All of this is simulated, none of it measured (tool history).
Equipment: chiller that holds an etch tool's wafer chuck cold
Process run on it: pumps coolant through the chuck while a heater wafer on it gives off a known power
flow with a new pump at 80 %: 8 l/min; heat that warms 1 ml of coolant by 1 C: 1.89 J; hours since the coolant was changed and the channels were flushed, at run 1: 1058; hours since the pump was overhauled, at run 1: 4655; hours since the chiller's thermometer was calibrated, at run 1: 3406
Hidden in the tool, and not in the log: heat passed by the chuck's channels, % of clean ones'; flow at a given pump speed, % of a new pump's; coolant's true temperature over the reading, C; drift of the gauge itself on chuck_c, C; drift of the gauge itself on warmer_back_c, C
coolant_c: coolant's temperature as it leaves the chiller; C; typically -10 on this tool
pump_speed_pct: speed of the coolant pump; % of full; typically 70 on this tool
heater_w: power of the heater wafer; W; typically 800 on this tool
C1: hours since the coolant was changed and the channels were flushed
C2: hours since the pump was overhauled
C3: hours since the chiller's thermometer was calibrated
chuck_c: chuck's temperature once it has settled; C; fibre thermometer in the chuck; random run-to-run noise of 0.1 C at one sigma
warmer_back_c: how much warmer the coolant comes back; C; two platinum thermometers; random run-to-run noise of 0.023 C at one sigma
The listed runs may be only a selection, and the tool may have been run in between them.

run 1 hour=0.0 | coolant_c=-10 pump_speed_pct=70 heater_w=800 | C1=1058 C2=4655 C3=3406 | chuck_c=1.9 warmer_back_c=3.78
run 2 hour=77.7 | coolant_c=-10 pump_speed_pct=70 heater_w=800 | C1=1136 C2=4732 C3=3484 | chuck_c=1.9 warmer_back_c=3.77
run 3 hour=130.4 | coolant_c=-10 pump_speed_pct=69 heater_w=800 | C1=1188 C2=4785 C3=3536 | chuck_c=2.0 warmer_back_c=3.82
run 4 hour=219.8 | coolant_c=-10 pump_speed_pct=70 heater_w=519 | C1=1278 C2=4874 C3=3626 | chuck_c=-2.0 warmer_back_c=2.48
run 5 hour=316.4 | coolant_c=-10 pump_speed_pct=70 heater_w=800 | C1=1374 C2=4971 C3=3722 | chuck_c=1.8 warmer_back_c=3.77
run 6 hour=442.8 | coolant_c=-10 pump_speed_pct=70 heater_w=800 | C1=1501 C2=5098 C3=3849 | chuck_c=2.0 warmer_back_c=3.79
run 7 hour=497.8 | coolant_c=-10 pump_speed_pct=70 heater_w=800 | C1=1556 C2=5152 C3=3904 | chuck_c=2.0 warmer_back_c=3.81
run 8 hour=615.6 | coolant_c=-10 pump_speed_pct=70 heater_w=800 | C1=1674 C2=5270 C3=4021 | chuck_c=2.0 warmer_back_c=3.79
run 9 hour=672.9 | coolant_c=-10 pump_speed_pct=70 heater_w=800 | C1=1731 C2=5328 C3=4079 | chuck_c=2.1 warmer_back_c=3.82
run 10 hour=789.9 | coolant_c=-10 pump_speed_pct=73 heater_w=800 | C1=1848 C2=5445 C3=4196 | chuck_c=1.7 warmer_back_c=3.65
run 11 hour=893.7 | coolant_c=-10 pump_speed_pct=73 heater_w=800 | C1=1952 C2=5548 C3=4300 | chuck_c=1.9 warmer_back_c=3.67
run 12 hour=1021.8 | coolant_c=-7 pump_speed_pct=70 heater_w=800 | C1=2080 C2=5677 C3=4428 | chuck_c=5.2 warmer_back_c=3.81
-- hour=1037.6 coolant pump overhauled
run 13 hour=1143.7 | coolant_c=-7 pump_speed_pct=70 heater_w=800 | C1=2197 C2=106 C3=4545 | chuck_c=5.4 warmer_back_c=3.95
run 14 hour=1197.1 | coolant_c=-10 pump_speed_pct=70 heater_w=800 | C1=2250 C2=159 C3=4598 | chuck_c=2.5 warmer_back_c=3.99
run 15 hour=1251.8 | coolant_c=-10 pump_speed_pct=70 heater_w=788 | C1=2305 C2=214 C3=4653 | chuck_c=2.4 warmer_back_c=3.94
run 16 hour=1374.0 | coolant_c=-10 pump_speed_pct=70 heater_w=800 | C1=2427 C2=336 C3=4775 | chuck_c=2.4 warmer_back_c=4.00
-- hour=1440.6 coolant pump overhauled, once more
run 17 hour=1440.6 | coolant_c=-10 pump_speed_pct=70 heater_w=800 | C1=2489 C2=0 C3=4836 | chuck_c=1.6 warmer_back_c=3.57
run 18 hour=1509.7 | coolant_c=-13 pump_speed_pct=70 heater_w=800 | C1=2558 C2=69 C3=4906 | chuck_c=-1.4 warmer_back_c=3.64
run 19 hour=1584.7 | coolant_c=-12 pump_speed_pct=84 heater_w=971 | C1=2633 C2=144 C3=4981 | chuck_c=0.7 warmer_back_c=3.67
run 20 hour=1694.1 | coolant_c=-1 pump_speed_pct=96 heater_w=972 | C1=2742 C2=254 C3=5090 | chuck_c=10.4 warmer_back_c=3.20
run 21 hour=1807.1 | coolant_c=-1 pump_speed_pct=67 heater_w=972 | C1=2855 C2=366 C3=5203 | chuck_c=13.8 warmer_back_c=4.57
run 22 hour=1911.1 | coolant_c=-3 pump_speed_pct=72 heater_w=960 | C1=2959 C2=471 C3=5307 | chuck_c=10.8 warmer_back_c=4.27
run 23 hour=1993.2 | coolant_c=-3 pump_speed_pct=67 heater_w=494 | C1=3041 C2=553 C3=5389 | chuck_c=5.0 warmer_back_c=2.34
run 24 hour=2102.0 | coolant_c=-2 pump_speed_pct=69 heater_w=985 | C1=3150 C2=661 C3=5498 | chuck_c=12.8 warmer_back_c=4.55
run 25 hour=2188.9 | coolant_c=-2 pump_speed_pct=69 heater_w=985 | C1=3237 C2=748 C3=5585 | chuck_c=12.8 warmer_back_c=4.54
run 26 hour=2264.7 | coolant_c=-7 pump_speed_pct=69 heater_w=1117 | C1=3313 C2=824 C3=5661 | chuck_c=9.8 warmer_back_c=5.17
run 27 hour=2356.4 | coolant_c=-10 pump_speed_pct=63 heater_w=673 | C1=3404 C2=916 C3=5752 | chuck_c=1.2 warmer_back_c=3.43
-- hour=2412.8 chiller's thermometer calibrated
run 28 hour=2431.7 | coolant_c=-10 pump_speed_pct=63 heater_w=673 | C1=3479 C2=990 C3=19 | chuck_c=0.2 warmer_back_c=3.42
run 29 hour=2556.7 | coolant_c=-10 pump_speed_pct=67 heater_w=461 | C1=3604 C2=1115 C3=144 | chuck_c=-3.2 warmer_back_c=2.16
run 30 hour=2638.7 | coolant_c=-8 pump_speed_pct=91 heater_w=800 | C1=3686 C2=1197 C3=226 | chuck_c=1.3 warmer_back_c=2.81
run 31 hour=2708.8 | coolant_c=-6 pump_speed_pct=98 heater_w=801 | C1=3756 C2=1267 C3=296 | chuck_c=3.0 warmer_back_c=2.64

For each entry between runs, how does the tool's hidden state at the last listed run before it compare with that at the first listed run after it?
Runs 12 to 13: coolant pump overhauled (hour 1037.6)
  heat passed by the chuck's channels, % of clean ones': 96.2 -> 96; flow at a given pump speed, % of a new pump's: 94.3 -> 91.2; coolant's true temperature over the reading, C: 0.59 -> 0.6
  measured minus no-state result, chuck_c: +1.4 -> +1.8 C; warmer_back_c: +0.22 -> +0.35 C
Runs 16 to 17: coolant pump overhauled, once more (hour 1440.6)
  heat passed by the chuck's channels, % of clean ones': 95.8 -> 95.7; flow at a given pump speed, % of a new pump's: 91 -> 100.1; coolant's true temperature over the reading, C: 0.63 -> 0.64
  measured minus no-state result, chuck_c: +1.9 -> +1.0 C; warmer_back_c: +0.36 -> -0.01 C
Runs 27 to 28: chiller's thermometer calibrated (hour 2412.8)
  heat passed by the chuck's channels, % of clean ones': 94.6 -> 94.5; flow at a given pump speed, % of a new pump's: 99.2 -> 99.1; coolant's true temperature over the reading, C: 0.75 -> 0.01
  measured minus no-state result, chuck_c: +1.3 -> +0.5 C; warmer_back_c: +0.03 -> +0.03 C
